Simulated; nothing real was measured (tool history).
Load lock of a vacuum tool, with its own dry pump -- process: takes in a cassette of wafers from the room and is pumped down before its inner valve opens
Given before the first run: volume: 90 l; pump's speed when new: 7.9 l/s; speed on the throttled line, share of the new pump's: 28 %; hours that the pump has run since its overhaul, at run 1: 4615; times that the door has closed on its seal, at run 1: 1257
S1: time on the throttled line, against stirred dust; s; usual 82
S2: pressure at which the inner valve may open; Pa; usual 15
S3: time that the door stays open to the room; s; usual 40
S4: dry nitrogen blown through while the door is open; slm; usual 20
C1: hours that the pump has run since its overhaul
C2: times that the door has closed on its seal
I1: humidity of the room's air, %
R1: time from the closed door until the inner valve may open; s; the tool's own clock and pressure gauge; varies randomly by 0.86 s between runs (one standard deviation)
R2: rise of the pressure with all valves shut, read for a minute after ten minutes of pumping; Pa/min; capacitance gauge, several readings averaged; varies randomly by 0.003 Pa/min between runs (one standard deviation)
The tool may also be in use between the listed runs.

run,hour,S1,S2,S3,S4,C1,C2,I1,R1,R2
1,0,82,15,40,20,4615,1257,45.2,162.5,0.031
2,91.8,82,15,40,20,4707,1462,45,162.5,0.037
3,203.2,82,15,40,20,4818,1711,45,164,0.032
4,402.9,82,15,40,20,5018,2156,47.2,160.8,0.037
5,565.4,82,15,40,20,5180,2519,46.3,161.4,0.036
6,749.8,82,15,40,20,5365,2931,43.8,162.9,0.036
7,907.2,82,15,82,20,5522,3282,45.4,161.8,0.054
8,1062.7,82,15,40,20,5678,3629,43.3,163,0.036
9,1260.2,82,15,40,20,5875,4070,48.3,163.8,0.042
10,1356.4,82,15,201,20,5971,4285,47.5,163,0.073
11,1445.9,82,15,40,31,6061,4485,46.3,163.6,0.032
12,1556.7,82,15,40,31,6172,4732,45.9,162.8,0.025
13,1763.3,82,15,40,31,6378,5193,42.8,163.8,0.033
14,1889.1,143,15,40,31,6504,5474,46.4,205.1,0.033
15,2055.8,143,15,40,31,6671,5846,47.5,206,0.042
16,2150.7,48,16,40,31,6766,6058,45.9,140,0.035
17,2251.4,82,18,181,20,6866,6283,46.2,162.2,0.068
18,2442.4,48,15,40,8,7057,6709,45.5,140.8,0.049
19,2645.3,82,15,114,20,7260,7162,41.5,164.7,0.055

Run 20 is up next; what results do you expect?
20,2841.8,121,28,84,6,7457,7601,46.5,?,?

R1: 183 s
R2: 0.075 Pa/min
If the tool had no hidden condition, the same run with the same run-to-run variation would have returned R1 179.6 s, R2 0.069 Pa/min.
